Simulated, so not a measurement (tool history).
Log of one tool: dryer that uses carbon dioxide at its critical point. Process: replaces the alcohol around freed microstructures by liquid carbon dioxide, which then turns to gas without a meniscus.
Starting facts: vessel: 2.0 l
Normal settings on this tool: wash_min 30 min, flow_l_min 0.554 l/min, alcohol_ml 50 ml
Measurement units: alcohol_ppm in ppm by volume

{"run": 1, "hour": 0.0, "wash_min": 30, "flow_l_min": 0.554, "alcohol_ml": 50, "alcohol_ppm": 86}
{"run": 2, "hour": 30.8, "wash_min": 30, "flow_l_min": 0.554, "alcohol_ml": 50, "alcohol_ppm": 97}
{"run": 3, "hour": 59.4, "wash_min": 18, "flow_l_min": 0.554, "alcohol_ml": 50, "alcohol_ppm": 495}
{"run": 4, "hour": 90.6, "wash_min": 30, "flow_l_min": 0.554, "alcohol_ml": 50, "alcohol_ppm": 88}
{"run": 5, "hour": 117.9, "wash_min": 30, "flow_l_min": 0.554, "alcohol_ml": 50, "alcohol_ppm": 106}
{"run": 6, "hour": 149.1, "wash_min": 30, "flow_l_min": 0.554, "alcohol_ml": 50, "alcohol_ppm": 102}
{"run": 7, "hour": 175.8, "wash_min": 30, "flow_l_min": 0.554, "alcohol_ml": 50, "alcohol_ppm": 99}
{"run": 8, "hour": 195.8, "wash_min": 30, "flow_l_min": 0.824, "alcohol_ml": 50, "alcohol_ppm": 80}
{"run": 9, "hour": 219.2, "wash_min": 30, "flow_l_min": 0.824, "alcohol_ml": 50, "alcohol_ppm": 82}
{"run": 10, "hour": 234.3, "wash_min": 30, "flow_l_min": 0.824, "alcohol_ml": 50, "alcohol_ppm": 77}
{"run": 11, "hour": 265.6, "wash_min": 30, "flow_l_min": 0.824, "alcohol_ml": 50, "alcohol_ppm": 97}
{"run": 12, "hour": 300.2, "wash_min": 30, "flow_l_min": 0.824, "alcohol_ml": 50, "alcohol_ppm": 89}
{"run": 13, "hour": 322.2, "wash_min": 30, "flow_l_min": 0.554, "alcohol_ml": 75, "alcohol_ppm": 141}
{"run": 14, "hour": 358.4, "wash_min": 18, "flow_l_min": 0.814, "alcohol_ml": 75, "alcohol_ppm": 232}

Run 15 is up next; what results do you expect?
{"run": 15, "hour": 385.9, "wash_min": 19, "flow_l_min": 0.765, "alcohol_ml": 50, "alcohol_ppm": "?"}

Run 15 measured alcohol_ppm 185 ppm by volume.
With the hidden condition absent and the run-to-run variation left alone, this run would have shown alcohol_ppm 58 ppm by volume.

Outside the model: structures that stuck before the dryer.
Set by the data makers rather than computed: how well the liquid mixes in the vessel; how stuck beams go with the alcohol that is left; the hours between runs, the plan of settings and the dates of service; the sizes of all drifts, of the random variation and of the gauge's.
